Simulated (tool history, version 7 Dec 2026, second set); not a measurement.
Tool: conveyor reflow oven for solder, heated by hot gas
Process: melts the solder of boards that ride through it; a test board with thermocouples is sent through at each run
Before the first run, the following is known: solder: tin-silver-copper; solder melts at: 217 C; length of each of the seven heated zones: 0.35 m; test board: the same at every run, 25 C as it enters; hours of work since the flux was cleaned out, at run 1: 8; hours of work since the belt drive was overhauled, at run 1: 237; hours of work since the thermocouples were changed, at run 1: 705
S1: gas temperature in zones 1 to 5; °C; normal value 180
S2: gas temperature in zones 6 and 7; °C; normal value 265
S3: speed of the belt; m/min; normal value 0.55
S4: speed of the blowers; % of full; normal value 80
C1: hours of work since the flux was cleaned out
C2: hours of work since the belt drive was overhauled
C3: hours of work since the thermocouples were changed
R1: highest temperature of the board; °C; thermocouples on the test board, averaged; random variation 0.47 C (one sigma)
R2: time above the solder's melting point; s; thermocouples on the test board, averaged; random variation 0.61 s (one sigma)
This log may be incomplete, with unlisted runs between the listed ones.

Run 1, hour 0: usual settings; C1 8; C2 237; C3 705. Result: R1 248.6 °C, R2 58.3 s.
Run 2, hour 12.6: usual settings but S4 71 % of full; C1 14; C2 243; C3 711. Result: R1 247.4 °C, R2 55.4 s.
Run 3, hour 19.4: usual settings but S4 71 % of full; C1 17; C2 246; C3 715. Result: R1 246.8 °C, R2 55.7 s.
Run 4, hour 34.2: usual settings; C1 25; C2 253; C3 722. Result: R1 249 °C, R2 58.4 s.
Run 5, hour 42.8: usual settings; C1 29; C2 258; C3 726. Result: R1 249.1 °C, R2 56.7 s.
Run 6, hour 52.9: usual settings; C1 34; C2 263; C3 731. Result: R1 248.4 °C, R2 57.6 s.
Run 7, hour 67.2: usual settings but S2 274 °C; C1 41; C2 269; C3 738. Result: R1 257.7 °C, R2 62.9 s.
Run 8, hour 75: usual settings but S1 169 °C, S2 274 °C; C1 44; C2 273; C3 742. Result: R1 254.8 °C, R2 57.9 s.
Run 9, hour 89.3: usual settings but S4 57 % of full; C1 51; C2 280; C3 749. Result: R1 241.7 °C, R2 47.9 s.
Run 10, hour 104.3: usual settings but S4 57 % of full; C1 59; C2 288; C3 756. Result: R1 242.1 °C, R2 47.1 s.
Run 11, hour 111.4: usual settings but S4 57 % of full; C1 62; C2 291; C3 759. Result: R1 242.4 °C, R2 48.2 s.
Run 12, hour 121.2: usual settings but S4 57 % of full; C1 67; C2 296; C3 764. Result: R1 241.8 °C, R2 49.5 s.
Run 13, hour 130.5: usual settings but S3 0.642 m/min, S4 57 % of full; C1 71; C2 300; C3 769. Result: R1 235.8 °C, R2 32.9 s.
Run 14, hour 140.3: usual settings but S3 0.642 m/min, S4 57 % of full; C1 76; C2 305; C3 774. Result: R1 236 °C, R2 32.6 s.
Run 15, hour 150.6: usual settings but S3 0.642 m/min, S4 57 % of full; C1 81; C2 310; C3 779. Result: R1 235.9 °C, R2 32.1 s.
Run 16, hour 161.9: usual settings but S3 0.642 m/min, S4 57 % of full; C1 87; C2 316; C3 784. Result: R1 235.5 °C, R2 33.7 s.
Run 17, hour 172.6: usual settings but S2 266 °C, S3 0.548 m/min, S4 52 % of full; C1 92; C2 321; C3 789. Result: R1 240.3 °C, R2 46.3 s.
Run 18, hour 180.9: usual settings but S1 182 °C, S3 0.548 m/min, S4 87 % of full; C1 96; C2 325; C3 793. Result: R1 251.1 °C, R2 60.1 s.
Run 19, hour 195.1: usual settings but S1 182 °C, S3 0.491 m/min, S4 87 % of full; C1 103; C2 332; C3 800. Result: R1 253.4 °C, R2 69.5 s.
Run 20, hour 205.4: usual settings but S1 182 °C, S3 0.491 m/min, S4 87 % of full; C1 108; C2 337; C3 805. Result: R1 253.7 °C, R2 68.9 s.
Run 21, hour 216.5: usual settings but S1 176 °C, S3 0.491 m/min, S4 58 % of full; C1 113; C2 342; C3 811. Result: R1 244.5 °C, R2 56.3 s.
Run 22, hour 226.3: usual settings but S1 176 °C, S3 0.491 m/min, S4 58 % of full; C1 118; C2 347; C3 815. Result: R1 244.2 °C, R2 56.8 s.
Run 23, hour 237.1: usual settings but S1 176 °C, S3 0.63 m/min; C1 123; C2 352; C3 821. Result: R1 243.3 °C, R2 42.6 s.
Run 24, hour 249: usual settings but S1 186 °C; C1 129; C2 358; C3 826. Result: R1 249.6 °C, R2 61.4 s.
Run 25, hour 259: usual settings but S4 89 % of full; C1 134; C2 363; C3 831. Result: R1 249.5 °C, R2 59.1 s.
Run 26, hour 268.5: usual settings but S4 89 % of full; C1 139; C2 367; C3 836. Result: R1 250 °C, R2 58.4 s.
Run 27, hour 278: usual settings but S1 184 °C, S3 0.546 m/min; C1 143; C2 372; C3 841. Result: R1 249.1 °C, R2 58.3 s.
Run 28, hour 290.9: usual settings but S1 184 °C, S3 0.546 m/min; C1 150; C2 378; C3 847. Result: R1 248 °C, R2 60.3 s.
Run 29, hour 300.7: usual settings but S2 280 °C, S4 61 % of full; C1 154; C2 383; C3 852. Result: R1 255 °C, R2 60 s.
Run 30, hour 315.1: usual settings but S4 75 % of full; C1 161; C2 390; C3 859. Result: R1 247.2 °C, R2 54.4 s.
Run 31, hour 328.4: usual settings but S1 176 °C, S4 54 % of full; C1 168; C2 397; C3 865. Result: R1 238.5 °C, R2 42.4 s.

Each row is a separate what-if for the run after 31, all from the same tool condition, not one after another. Results?
Run A, hour 341.2: usual settings but S1 182 °C, S2 258 °C, S3 0.548 m/min; C1 174; C2 403; C3 871. Result: R1 ?, R2 ?.
Run B, hour 341.2: usual settings but S1 176 °C, S2 273 °C, S4 54 % of full; C1 174; C2 403; C3 871. Result: R1 ?, R2 ?.
Run C, hour 341.2: usual settings but S1 179 °C, S2 267 °C, S3 0.444 m/min, S4 54 % of full; C1 174; C2 403; C3 871. Result: R1 ?, R2 ?.

run     R1    R2
  A  242.5  52.6
  B  244.3  48.6
  C  247.8  68.8
With the hidden condition removed and each run's random variation left untouched, the same runs would have given:
run     R1    R2
  A    246    56
  B  247.7  51.8
  C    251  71.8
